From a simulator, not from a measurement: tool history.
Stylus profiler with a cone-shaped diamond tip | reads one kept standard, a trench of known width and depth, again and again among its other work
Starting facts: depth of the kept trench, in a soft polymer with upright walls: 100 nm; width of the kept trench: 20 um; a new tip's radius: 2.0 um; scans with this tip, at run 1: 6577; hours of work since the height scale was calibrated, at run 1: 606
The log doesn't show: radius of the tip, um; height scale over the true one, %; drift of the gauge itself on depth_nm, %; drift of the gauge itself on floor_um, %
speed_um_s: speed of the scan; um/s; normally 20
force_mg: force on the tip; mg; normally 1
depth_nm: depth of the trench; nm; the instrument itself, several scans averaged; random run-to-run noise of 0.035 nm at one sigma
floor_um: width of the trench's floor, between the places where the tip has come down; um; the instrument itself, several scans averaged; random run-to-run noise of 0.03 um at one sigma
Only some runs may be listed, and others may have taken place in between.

run	hour	speed_um_s	force_mg	scans with this tip	hours of work since the height scale was calibrated	depth_nm	floor_um
1	0	20	1	6577	606	100.58	18.6
2	34	20	1	6843	631	100.66	18.59
3	59.5	7	1	7042	649	100.64	18.69
4	79.5	7	1	7198	663	100.69	18.74
5	97.5	20	1	7339	676	100.66	18.6
6	123.1	20	1	7539	695	100.71	18.58
7	152.9	20	0.83	7771	716	100.57	18.6
8	179.9	20	1.57	7983	736	100.87	18.63
9	204.5	29	2.34	8175	753	101.18	18.62
10	236.9	26	2.24	8428	777	101.11	18.6
11	255.7	17	2.24	8575	790	101.05	18.68
12	273.6	17	2.24	8715	803	101.21	18.66
13	295.5	5	2.91	8886	819	101.29	18.69
14	324.6	5	2.91	9114	840	101.31	18.73
15	351.9	12	0.74	9327	860	100.57	18.65
16	368.9	20	1.76	9460	872	101.04	18.65

Consider 3 possible next runs. They are alternatives, not a sequence: every one starts from the tool as it was left by run 16. What does each give?
A	404.2	26	0.68	9736	897	?	?
B	404.2	62	0.34	9736	897	?	?
C	404.2	9	1.8	9736	897	?	?

run	depth_nm	floor_um
A	100.52	18.5
B	100.35	18.01
C	101.05	18.65
With the hidden condition removed and each run's random variation left untouched, the same runs would have given:
run	depth_nm	floor_um
A	100.51	18.52
B	100.34	18.02
C	101.04	18.66

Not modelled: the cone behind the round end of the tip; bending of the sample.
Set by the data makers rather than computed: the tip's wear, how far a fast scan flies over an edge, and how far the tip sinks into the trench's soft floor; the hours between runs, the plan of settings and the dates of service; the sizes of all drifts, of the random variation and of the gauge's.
